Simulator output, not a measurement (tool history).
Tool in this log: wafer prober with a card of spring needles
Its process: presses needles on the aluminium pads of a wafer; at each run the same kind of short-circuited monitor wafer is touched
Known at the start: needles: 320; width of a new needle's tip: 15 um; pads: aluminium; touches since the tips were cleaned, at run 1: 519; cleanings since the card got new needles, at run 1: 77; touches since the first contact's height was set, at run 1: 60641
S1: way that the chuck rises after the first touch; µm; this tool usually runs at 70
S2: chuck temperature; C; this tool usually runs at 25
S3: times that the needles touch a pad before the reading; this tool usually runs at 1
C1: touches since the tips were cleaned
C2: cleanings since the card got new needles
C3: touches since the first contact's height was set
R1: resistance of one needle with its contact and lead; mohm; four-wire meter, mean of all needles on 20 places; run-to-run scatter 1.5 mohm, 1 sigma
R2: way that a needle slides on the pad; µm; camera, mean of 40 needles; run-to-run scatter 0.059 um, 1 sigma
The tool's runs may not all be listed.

run   hour  S1   S2  S3    C1   C2     C3   R1     R2
  1      0  70   25   1   519   77  60641  145  17.46
       3.3  -- tips cleaned on abrasive film
       8.6  -- tips cleaned on abrasive film
        14  -- tips cleaned on abrasive film
      19.4  -- tips cleaned on abrasive film
      24.7  -- tips cleaned on abrasive film
        29  -- tips cleaned on abrasive film
      34.4  -- tips cleaned on abrasive film
      39.8  -- tips cleaned on abrasive film
      45.1  -- tips cleaned on abrasive film
      50.5  -- tips cleaned on abrasive film
      55.8  -- tips cleaned on abrasive film
      58.2  -- height of the first contact set anew
      61.5  -- tips cleaned on abrasive film
      66.9  -- tips cleaned on abrasive film
      72.2  -- tips cleaned on abrasive film
      77.6  -- tips cleaned on abrasive film
      81.9  -- tips cleaned on abrasive film
      87.3  -- tips cleaned on abrasive film
      91.6  -- tips cleaned on abrasive film
  2   93.7  70   25   1   769   95  12418  145  17.28
      95.9  -- tips cleaned on abrasive film
     101.3  -- tips cleaned on abrasive film
     106.7  -- tips cleaned on abrasive film
       111  -- tips cleaned on abrasive film
     116.3  -- tips cleaned on abrasive film
     120.6  -- tips cleaned on abrasive film
       126  -- tips cleaned on abrasive film
     131.4  -- tips cleaned on abrasive film
     136.7  -- tips cleaned on abrasive film
       141  -- tips cleaned on abrasive film
     146.4  -- tips cleaned on abrasive film
     151.2  -- tips cleaned on abrasive film
  3  151.2  70   25   1     0  107  32510  147   17.3
     156.6  -- tips cleaned on abrasive film
     161.9  -- tips cleaned on abrasive film
     167.3  -- tips cleaned on abrasive film
     172.7  -- tips cleaned on abrasive film
       178  -- tips cleaned on abrasive film
     183.4  -- tips cleaned on abrasive film
     188.8  -- tips cleaned on abrasive film
     194.1  -- tips cleaned on abrasive film
     199.5  -- tips cleaned on abrasive film
     204.9  -- tips cleaned on abrasive film
     210.2  -- tips cleaned on abrasive film
     215.6  -- tips cleaned on abrasive film
  4  219.6  84   25   1  1422  119  56476  145  20.76
     220.7  -- tips cleaned on abrasive film
     226.1  -- tips cleaned on abrasive film
     231.4  -- tips cleaned on abrasive film
     236.8  -- tips cleaned on abrasive film
     241.1  -- tips cleaned on abrasive film
     246.5  -- tips cleaned on abrasive film
     251.9  -- tips cleaned on abrasive film
     257.2  -- tips cleaned on abrasive film
     262.6  -- tips cleaned on abrasive film
     267.9  -- tips cleaned on abrasive film
     273.3  -- tips cleaned on abrasive film
     278.7  -- tips cleaned on abrasive film
       284  -- tips cleaned on abrasive film
     288.3  -- tips cleaned on abrasive film
     289.7  -- height of the first contact set anew
       294  -- tips cleaned on abrasive film
     299.4  -- tips cleaned on abrasive film
  5  301.1  84   25   1   612  135   3994  145  20.94
     304.3  -- tips cleaned on abrasive film
     308.7  -- tips cleaned on abrasive film
       314  -- tips cleaned on abrasive film
     319.4  -- tips cleaned on abrasive film
     324.7  -- tips cleaned on abrasive film
     330.1  -- tips cleaned on abrasive film
     335.5  -- tips cleaned on abrasive film
     340.8  -- tips cleaned on abrasive film
  6  344.8  70   25   1  1404  143  19302  148  17.49
     345.9  -- tips cleaned on abrasive film
     351.3  -- tips cleaned on abrasive film
     356.6  -- tips cleaned on abrasive film
       362  -- tips cleaned on abrasive film
     367.4  -- tips cleaned on abrasive film
     372.7  -- tips cleaned on abrasive film
     378.1  -- tips cleaned on abrasive film
     383.5  -- tips cleaned on abrasive film
     388.8  -- tips cleaned on abrasive film
     394.2  -- tips cleaned on abrasive film
     399.6  -- tips cleaned on abrasive film
     403.9  -- tips cleaned on abrasive film
  7  404.5  70   25   1   236  155  40204  146  17.57
     408.8  -- tips cleaned on abrasive film
     414.2  -- tips cleaned on abrasive film
     418.5  -- tips cleaned on abrasive film
     423.9  -- tips cleaned on abrasive film
     429.2  -- tips cleaned on abrasive film
     434.6  -- tips cleaned on abrasive film
       440  -- tips cleaned on abrasive film
     445.3  -- tips cleaned on abrasive film
     449.6  -- tips cleaned on abrasive film
       455  -- tips cleaned on abrasive film
     460.4  -- tips cleaned on abrasive film
     465.7  -- tips cleaned on abrasive film
     471.1  -- tips cleaned on abrasive film
     476.5  -- tips cleaned on abrasive film
     481.8  -- tips cleaned on abrasive film
  8  482.2  70  100   1   125  170  67384  157  17.58
     486.5  -- tips cleaned on abrasive film
     491.9  -- tips cleaned on abrasive film
     497.2  -- tips cleaned on abrasive film
     502.6  -- tips cleaned on abrasive film
     506.9  -- tips cleaned on abrasive film
     512.3  -- tips cleaned on abrasive film
     517.6  -- tips cleaned on abrasive film
     521.1  -- height of the first contact set anew
     523.3  -- tips cleaned on abrasive film
     528.6  -- tips cleaned on abrasive film
       533  -- tips cleaned on abrasive film
     538.3  -- tips cleaned on abrasive film
     543.7  -- tips cleaned on abrasive film
       549  -- tips cleaned on abrasive film
     554.4  -- tips cleaned on abrasive film
     559.8  -- tips cleaned on abrasive film
     565.1  -- tips cleaned on abrasive film
     570.5  -- tips cleaned on abrasive film
     575.9  -- tips cleaned on abrasive film
  9  576.7  80   25   1   294  188  19458  146  20.14
       581  -- tips cleaned on abrasive film
     586.4  -- tips cleaned on abrasive film
     591.7  -- tips cleaned on abrasive film
     597.1  -- tips cleaned on abrasive film
     602.5  -- tips cleaned on abrasive film
     607.8  -- tips cleaned on abrasive film
     613.2  -- tips cleaned on abrasive film
     618.5  -- tips cleaned on abrasive film
 10  622.4  71   44   1  1385  196  35498  150  17.76
     623.6  -- tips cleaned on abrasive film
     628.9  -- tips cleaned on abrasive film
     634.3  -- tips cleaned on abrasive film
     639.7  -- tips cleaned on abrasive film
       645  -- tips cleaned on abrasive film
     649.3  -- tips cleaned on abrasive film
     654.7  -- tips cleaned on abrasive film
       659  -- tips cleaned on abrasive film
     664.4  -- tips cleaned on abrasive film
     669.7  -- tips cleaned on abrasive film
     674.1  -- tips cleaned on abrasive film
     679.4  -- tips cleaned on abrasive film
     684.8  -- tips cleaned on abrasive film
     690.1  -- tips cleaned on abrasive film
     695.5  -- tips cleaned on abrasive film
     700.9  -- tips cleaned on abrasive film
     706.2  -- tips cleaned on abrasive film
     711.6  -- tips cleaned on abrasive film
       717  -- tips cleaned on abrasive film
 11  718.2  71   44   1   448  215  69012  152  17.73
     721.5  -- tips cleaned on abrasive film
     726.8  -- tips cleaned on abrasive film
     731.2  -- tips cleaned on abrasive film
     736.5  -- tips cleaned on abrasive film
     741.9  -- tips cleaned on abrasive film
     746.2  -- tips cleaned on abrasive film
     751.6  -- tips cleaned on abrasive film
     751.9  -- height of the first contact set anew
     757.2  -- tips cleaned on abrasive film
 12  760.7  64   25   1  1229  223   3107  148  16.02
     761.8  -- tips cleaned on abrasive film
     767.2  -- tips cleaned on abrasive film
     771.5  -- tips cleaned on abrasive film
     776.9  -- tips cleaned on abrasive film
     782.2  -- tips cleaned on abrasive film
     787.6  -- tips cleaned on abrasive film
     792.9  -- tips cleaned on abrasive film
     798.3  -- tips cleaned on abrasive film
     802.6  -- tips cleaned on abrasive film
 13  805.3  64   25   1   951  232  18714  149  16.09
     807.5  -- tips cleaned on abrasive film
     812.9  -- tips cleaned on abrasive film
     818.2  -- tips cleaned on abrasive film
     822.5  -- tips cleaned on abrasive film
     827.9  -- tips cleaned on abrasive film
     833.3  -- tips cleaned on abrasive film
     838.6  -- tips cleaned on abrasive film
       844  -- tips cleaned on abrasive film
     849.3  -- tips cleaned on abrasive film
     854.7  -- tips cleaned on abrasive film
     860.1  -- tips cleaned on abrasive film
 14  861.4  64   25   1   473  243  38352  151  16.06
     864.7  -- tips cleaned on abrasive film
       870  -- tips cleaned on abrasive film
     875.4  -- tips cleaned on abrasive film
     880.7  -- tips cleaned on abrasive film
     886.1  -- tips cleaned on abrasive film
     890.4  -- tips cleaned on abrasive film
     895.8  -- tips cleaned on abrasive film
     900.1  -- tips cleaned on abrasive film
     905.5  -- tips cleaned on abrasive film
     910.8  -- tips cleaned on abrasive film
     916.2  -- tips cleaned on abrasive film
     921.5  -- tips cleaned on abrasive film
     926.9  -- tips cleaned on abrasive film
     931.2  -- tips cleaned on abrasive film
     936.6  -- tips cleaned on abrasive film
     941.9  -- tips cleaned on abrasive film
     947.3  -- tips cleaned on abrasive film
 15  951.2  82   33   2  1374  260  69784  149  20.66

Consider 3 possible next runs. They are alternatives, not a sequence: every one starts from the tool as it was left by run 15. What does each give?
     952.3  -- tips cleaned on abrasive film
     957.7  -- tips cleaned on abrasive film
      963  -- tips cleaned on abrasive film
     968.4  -- tips cleaned on abrasive film
     973.8  -- tips cleaned on abrasive film
     979.1  -- tips cleaned on abrasive film
     982.6  -- height of the first contact set anew
     984.8  -- tips cleaned on abrasive film
     990.2  -- tips cleaned on abrasive film
     995.5  -- tips cleaned on abrasive film
     999.8  -- tips cleaned on abrasive film
     1005.2  -- tips cleaned on abrasive film
     1008.4  -- gauge calibrated
     1010.6  -- tips cleaned on abrasive film
  A  1014  76  101   1  1225  272  10995   ?   ?
     952.3  -- tips cleaned on abrasive film
     957.7  -- tips cleaned on abrasive film
      963  -- tips cleaned on abrasive film
     968.4  -- tips cleaned on abrasive film
     973.8  -- tips cleaned on abrasive film
     979.1  -- tips cleaned on abrasive film
     982.6  -- height of the first contact set anew
     984.8  -- tips cleaned on abrasive film
     990.2  -- tips cleaned on abrasive film
     995.5  -- tips cleaned on abrasive film
     999.8  -- tips cleaned on abrasive film
     1005.2  -- tips cleaned on abrasive film
     1008.4  -- gauge calibrated
     1010.6  -- tips cleaned on abrasive film
  B  1014  70   76   1  1225  272  10995   ?   ?
     952.3  -- tips cleaned on abrasive film
     957.7  -- tips cleaned on abrasive film
      963  -- tips cleaned on abrasive film
     968.4  -- tips cleaned on abrasive film
     973.8  -- tips cleaned on abrasive film
     979.1  -- tips cleaned on abrasive film
     982.6  -- height of the first contact set anew
     984.8  -- tips cleaned on abrasive film
     990.2  -- tips cleaned on abrasive film
     995.5  -- tips cleaned on abrasive film
     999.8  -- tips cleaned on abrasive film
     1005.2  -- tips cleaned on abrasive film
     1008.4  -- gauge calibrated
     1010.6  -- tips cleaned on abrasive film
  C  1014  66   94   2  1225  272  10995   ?   ?

run   R1     R2
  A  161  18.85
  B  156  17.41
  C  159  16.29
What these runs would have given with no unlogged condition in the tool:
run   R1     R2
  A  161  18.85
  B  155  17.41
  C  159  16.28
